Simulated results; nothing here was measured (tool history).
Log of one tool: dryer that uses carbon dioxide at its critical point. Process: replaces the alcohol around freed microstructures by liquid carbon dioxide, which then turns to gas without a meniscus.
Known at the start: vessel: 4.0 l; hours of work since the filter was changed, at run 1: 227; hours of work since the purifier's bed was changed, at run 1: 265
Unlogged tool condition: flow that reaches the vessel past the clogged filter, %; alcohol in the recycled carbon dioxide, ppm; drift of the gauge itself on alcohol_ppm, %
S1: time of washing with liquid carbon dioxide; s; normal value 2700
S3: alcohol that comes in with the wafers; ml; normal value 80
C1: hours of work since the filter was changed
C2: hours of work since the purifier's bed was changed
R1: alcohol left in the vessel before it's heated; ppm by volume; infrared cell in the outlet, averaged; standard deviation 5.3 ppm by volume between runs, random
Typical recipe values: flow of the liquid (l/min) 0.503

Run 1, hour 0.0: usual settings; C1 227; C2 265. Result: R1 250 ppm by volume.
Run 2, hour 15.0: usual settings; C1 234; C2 272. Result: R1 247 ppm by volume.
Run 3, hour 23.6: usual settings but flow of the liquid (l/min) 0.585; C1 238; C2 277. Result: R1 144 ppm by volume.
Run 4, hour 33.0: usual settings but flow of the liquid (l/min) 0.585; C1 243; C2 281. Result: R1 163 ppm by volume.
Run 5, hour 43.3: usual settings but flow of the liquid (l/min) 0.585; C1 248; C2 286. Result: R1 152 ppm by volume.
Run 6, hour 61.0: usual settings; C1 256; C2 294. Result: R1 263 ppm by volume.
Run 7, hour 74.8: usual settings but S1 3420 s; C1 262; C2 301. Result: R1 132 ppm by volume.
Run 8, hour 92.0: usual settings but S1 3420 s; C1 271; C2 309. Result: R1 144 ppm by volume.
Run 9, hour 103.6: usual settings but flow of the liquid (l/min) 0.461; C1 276; C2 314. Result: R1 387 ppm by volume.
At hour 113.3: inlet filter changed.
Run 10, hour 123.9: usual settings but flow of the liquid (l/min) 0.461; C1 5; C2 323. Result: R1 250 ppm by volume.
Run 11, hour 142.8: usual settings but S1 2280 s; C1 14; C2 332. Result: R1 320 ppm by volume.
Run 12, hour 153.1: usual settings but S1 2280 s; C1 19; C2 337. Result: R1 332 ppm by volume.
Run 13, hour 171.8: usual settings but S1 2280 s; C1 28; C2 346. Result: R1 352 ppm by volume.

Run 14 is up next; what results do you expect?
Run 14, hour 180.2: usual settings but S1 2100 s, flow of the liquid (l/min) 0.388, S3 25 ml; C1 32; C2 350. Result: R1 ?.

{"run 14": {"R1": 398}}
If the tool had no hidden condition, the same run with the same run-to-run variation would have returned R1 304 ppm by volume.

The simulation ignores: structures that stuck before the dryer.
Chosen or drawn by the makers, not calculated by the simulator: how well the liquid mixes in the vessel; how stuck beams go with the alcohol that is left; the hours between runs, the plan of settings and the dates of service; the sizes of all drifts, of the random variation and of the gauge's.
